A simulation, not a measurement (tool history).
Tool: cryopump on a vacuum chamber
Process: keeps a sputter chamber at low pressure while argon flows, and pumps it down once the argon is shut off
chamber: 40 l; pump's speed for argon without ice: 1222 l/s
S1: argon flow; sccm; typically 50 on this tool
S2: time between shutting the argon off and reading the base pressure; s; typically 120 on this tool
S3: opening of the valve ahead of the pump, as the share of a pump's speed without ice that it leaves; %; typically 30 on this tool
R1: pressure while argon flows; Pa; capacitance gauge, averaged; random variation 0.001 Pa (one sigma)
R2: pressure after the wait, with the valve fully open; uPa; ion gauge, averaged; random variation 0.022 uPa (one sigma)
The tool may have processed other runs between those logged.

Run 1, hour 0.0: usual settings. Result: R1 0.2320 Pa, R2 2.07 uPa.
Run 2, hour 32.6: usual settings. Result: R1 0.2322 Pa, R2 2.18 uPa.
Run 3, hour 82.1: usual settings but S3 33 %. Result: R1 0.2132 Pa, R2 2.21 uPa.
Run 4, hour 145.6: usual settings but S3 33 %. Result: R1 0.2151 Pa, R2 2.31 uPa.
Run 5, hour 197.7: usual settings. Result: R1 0.2374 Pa, R2 2.28 uPa.
Run 6, hour 227.1: usual settings. Result: R1 0.2389 Pa, R2 2.33 uPa.
Run 7, hour 259.5: usual settings. Result: R1 0.2386 Pa, R2 2.34 uPa.
Run 8, hour 328.2: usual settings. Result: R1 0.2399 Pa, R2 2.50 uPa.
Run 9, hour 372.0: usual settings. Result: R1 0.2426 Pa, R2 2.52 uPa.
Run 10, hour 424.5: usual settings. Result: R1 0.2441 Pa, R2 2.58 uPa.
Run 11, hour 479.2: usual settings. Result: R1 0.2457 Pa, R2 2.65 uPa.
Run 12, hour 528.6: usual settings. Result: R1 0.2482 Pa, R2 2.73 uPa.
Run 13, hour 576.5: usual settings but S3 19 %. Result: R1 0.3834 Pa, R2 2.73 uPa.
Run 14, hour 640.9: usual settings but S2 59 s. Result: R1 0.2497 Pa, R2 3.30 uPa.
At hour 673.5: pump warmed up, emptied and cooled again.
Run 15, hour 709.9: usual settings but S2 59 s. Result: R1 0.2325 Pa, R2 2.86 uPa.
Run 16, hour 771.6: usual settings. Result: R1 0.2353 Pa, R2 2.52 uPa.
Run 17, hour 812.2: usual settings but S2 71 s. Result: R1 0.2364 Pa, R2 2.89 uPa.
Run 18, hour 860.0: usual settings but S1 98 sccm, S2 67 s. Result: R1 0.4646 Pa, R2 2.93 uPa.
Run 19, hour 896.7: usual settings but S1 24 sccm, S2 23 s, S3 22 %. Result: R1 0.1534 Pa, R2 4.33 uPa.
Run 20, hour 934.8: usual settings but S1 24 sccm, S2 23 s, S3 22 %. Result: R1 0.1552 Pa, R2 4.49 uPa.
Run 21, hour 983.1: usual settings but S1 76 sccm. Result: R1 0.3663 Pa, R2 2.83 uPa.
Run 22, hour 1017.7: usual settings but S1 57 sccm, S3 41 %. Result: R1 0.2038 Pa, R2 2.73 uPa.
Run 23, hour 1049.1: usual settings but S1 85 sccm, S3 23 %. Result: R1 0.5337 Pa, R2 2.88 uPa.
Run 24, hour 1105.7: usual settings but S1 55 sccm, S2 88 s, S3 31 %. Result: R1 0.2588 Pa, R2 2.98 uPa.
Run 25, hour 1146.3: usual settings but S1 55 sccm, S2 88 s, S3 31 %. Result: R1 0.2613 Pa, R2 3.08 uPa.
Run 26, hour 1174.9: usual settings but S1 55 sccm, S2 212 s, S3 42 %. Result: R1 0.2006 Pa, R2 2.91 uPa.
Run 27, hour 1204.9: usual settings but S1 20 sccm, S2 65 s. Result: R1 0.0998 Pa, R2 3.32 uPa.
Run 28, hour 1234.5: usual settings but S1 20 sccm, S2 65 s. Result: R1 0.1004 Pa, R2 3.47 uPa.
Run 29, hour 1286.7: usual settings but S1 20 sccm, S2 65 s. Result: R1 0.1007 Pa, R2 3.55 uPa.
At hour 1356.1: pump warmed up, emptied and cooled again.
Run 30, hour 1358.9: usual settings but S2 64 s. Result: R1 0.2315 Pa, R2 3.05 uPa.
Run 31, hour 1427.3: usual settings but S1 62 sccm, S2 151 s, S3 32 %. Result: R1 0.2712 Pa, R2 2.71 uPa.
Run 32, hour 1478.7: usual settings but S1 36 sccm, S2 151 s, S3 24 %. Result: R1 0.2098 Pa, R2 2.80 uPa.
Run 33, hour 1541.3: usual settings but S2 21 s. Result: R1 0.2376 Pa, R2 4.80 uPa.

3 ways to go on from here, each from the tool as it stands after run 33. What would each give?
Run A, hour 1597.6: usual settings but S1 25 sccm, S2 150 s. Result: R1 ?, R2 ?.
Run B, hour 1597.6: usual settings but S2 21 s, S3 29 %. Result: R1 ?, R2 ?.
Run C, hour 1597.6: usual settings but S1 42 sccm, S3 59 %. Result: R1 ?, R2 ?.

run      R1    R2
  A  0.1195  2.90
  B  0.2471  4.89
  C  0.1041  3.00
Without the tool's hidden state the same runs would have given:
run      R1    R2
  A  0.1155  0.58
  B  0.2391  2.54
  C  0.0974  0.65
